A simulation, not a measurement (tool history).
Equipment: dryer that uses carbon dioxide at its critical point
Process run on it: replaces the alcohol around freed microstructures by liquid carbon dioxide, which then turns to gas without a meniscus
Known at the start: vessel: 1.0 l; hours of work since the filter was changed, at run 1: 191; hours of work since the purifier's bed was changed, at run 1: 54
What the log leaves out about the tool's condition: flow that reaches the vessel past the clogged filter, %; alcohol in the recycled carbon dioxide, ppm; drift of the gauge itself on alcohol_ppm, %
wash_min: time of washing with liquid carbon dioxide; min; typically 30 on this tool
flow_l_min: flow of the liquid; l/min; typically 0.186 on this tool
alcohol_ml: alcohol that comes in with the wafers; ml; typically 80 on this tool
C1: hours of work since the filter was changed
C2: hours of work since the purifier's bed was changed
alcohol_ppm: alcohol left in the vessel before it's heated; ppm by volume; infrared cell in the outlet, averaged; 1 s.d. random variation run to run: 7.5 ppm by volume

Run 1, hour 0: usual settings; C1 191; C2 54. Result: alcohol_ppm 489 ppm by volume.
Run 2, hour 10.3: usual settings; C1 194; C2 58. Result: alcohol_ppm 491 ppm by volume.
Run 3, hour 19.1: usual settings but flow_l_min 0.171 l/min; C1 197; C2 61. Result: alcohol_ppm 750 ppm by volume.
Run 4, hour 25.1: usual settings; C1 200; C2 63. Result: alcohol_ppm 511 ppm by volume.
Run 5, hour 31.7: usual settings; C1 202; C2 65. Result: alcohol_ppm 510 ppm by volume.
Run 6, hour 45.4: usual settings but alcohol_ml 43 ml; C1 207; C2 70. Result: alcohol_ppm 270 ppm by volume.
Run 7, hour 52.1: usual settings but flow_l_min 0.183 l/min; C1 209; C2 73. Result: alcohol_ppm 545 ppm by volume.

The next listed run, before its measurement:
Run 8, hour 62.9: usual settings but alcohol_ml 35 ml; C1 213; C2 76. Result: alcohol_ppm ?.

Run 8 gave alcohol_ppm 228 ppm by volume.
Had the tool carried no hidden state, the very same run would have given alcohol_ppm 164 ppm by volume.
